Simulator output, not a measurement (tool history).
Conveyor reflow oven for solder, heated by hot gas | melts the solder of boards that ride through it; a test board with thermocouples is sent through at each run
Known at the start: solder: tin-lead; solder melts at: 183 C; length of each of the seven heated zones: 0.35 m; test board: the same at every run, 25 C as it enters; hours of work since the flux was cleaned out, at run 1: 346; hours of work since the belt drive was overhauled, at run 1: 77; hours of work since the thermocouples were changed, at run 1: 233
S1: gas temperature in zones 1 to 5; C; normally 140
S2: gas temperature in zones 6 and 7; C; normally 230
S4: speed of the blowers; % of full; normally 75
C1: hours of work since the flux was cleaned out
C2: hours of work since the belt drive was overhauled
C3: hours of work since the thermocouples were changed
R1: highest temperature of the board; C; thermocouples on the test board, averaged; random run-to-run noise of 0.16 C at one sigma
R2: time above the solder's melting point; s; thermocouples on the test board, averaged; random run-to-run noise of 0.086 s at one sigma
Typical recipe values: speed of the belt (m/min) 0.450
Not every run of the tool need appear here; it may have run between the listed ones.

run 1 day=0.000 | S1=140 S2=230 speed_of_the_belt_(m/min)=0.450 S4=75 | C1=346 C2=77 C3=233 | R1=216.8 R2=71.30
run 2 day=0.288 | S1=140 S2=240 speed_of_the_belt_(m/min)=0.450 S4=75 | C1=349 C2=81 C3=236 | R1=225.5 R2=78.33
run 3 day=0.617 | S1=140 S2=242 speed_of_the_belt_(m/min)=0.450 S4=75 | C1=353 C2=85 C3=240 | R1=227.3 R2=79.43
run 4 day=1.108 | S1=140 S2=242 speed_of_the_belt_(m/min)=0.450 S4=75 | C1=359 C2=91 C3=246 | R1=227.3 R2=79.44
run 5 day=1.692 | S1=140 S2=230 speed_of_the_belt_(m/min)=0.493 S4=75 | C1=366 C2=98 C3=253 | R1=214.3 R2=62.10
run 6 day=2.288 | S1=140 S2=230 speed_of_the_belt_(m/min)=0.493 S4=75 | C1=374 C2=105 C3=260 | R1=214.4 R2=62.10
run 7 day=2.725 | S1=140 S2=230 speed_of_the_belt_(m/min)=0.493 S4=75 | C1=379 C2=111 C3=266 | R1=213.9 R2=61.96
run 8 day=3.042 | S1=140 S2=230 speed_of_the_belt_(m/min)=0.493 S4=75 | C1=383 C2=114 C3=270 | R1=214.0 R2=61.90
-- day=3.317 flux residue cleaned out of gas plates and filters
run 9 day=3.771 | S1=140 S2=230 speed_of_the_belt_(m/min)=0.493 S4=75 | C1=6 C2=121 C3=276 | R1=213.2 R2=60.90
run 10 day=4.079 | S1=146 S2=238 speed_of_the_belt_(m/min)=0.450 S4=75 | C1=9 C2=124 C3=280 | R1=223.7 R2=79.50
run 11 day=4.583 | S1=146 S2=223 speed_of_the_belt_(m/min)=0.450 S4=75 | C1=15 C2=131 C3=286 | R1=210.7 R2=68.14
run 12 day=5.238 | S1=146 S2=223 speed_of_the_belt_(m/min)=0.450 S4=75 | C1=23 C2=139 C3=294 | R1=210.7 R2=68.06
-- day=5.671 flux residue cleaned out of gas plates and filters, once more
run 13 day=5.775 | S1=146 S2=223 speed_of_the_belt_(m/min)=0.450 S4=83 | C1=1 C2=143 C3=298 | R1=213.6 R2=72.95
run 14 day=6.275 | S1=133 S2=223 speed_of_the_belt_(m/min)=0.412 S4=87 | C1=7 C2=149 C3=304 | R1=214.9 R2=75.83

Below are 5 alternative next runs, each starting from the tool's condition after run 14. Predict each:
run A day=6.729 | S1=152 S2=236 speed_of_the_belt_(m/min)=0.450 S4=55 | C1=13 C2=154 C3=309 | R1=? R2=?
run B day=6.729 | S1=134 S2=223 speed_of_the_belt_(m/min)=0.412 S4=71 | C1=13 C2=154 C3=309 | R1=? R2=?
run C day=6.729 | S1=133 S2=223 speed_of_the_belt_(m/min)=0.439 S4=87 | C1=13 C2=154 C3=309 | R1=? R2=?
run D day=6.729 | S1=133 S2=240 speed_of_the_belt_(m/min)=0.450 S4=81 | C1=13 C2=154 C3=309 | R1=? R2=?
run E day=6.729 | S1=133 S2=223 speed_of_the_belt_(m/min)=0.430 S4=63 | C1=13 C2=154 C3=309 | R1=? R2=?

run=A R1=219.0 R2=78.09
run=B R1=211.5 R2=71.28
run=C R1=213.4 R2=69.24
run=D R1=227.1 R2=77.15
run=E R1=208.6 R2=62.20
Take away the tool's hidden state, keep each run's random variation, and the runs would have read:
run=A R1=219.6 R2=78.28
run=B R1=212.2 R2=71.79
run=C R1=214.2 R2=69.73
run=D R1=227.8 R2=77.35
run=E R1=209.3 R2=62.80
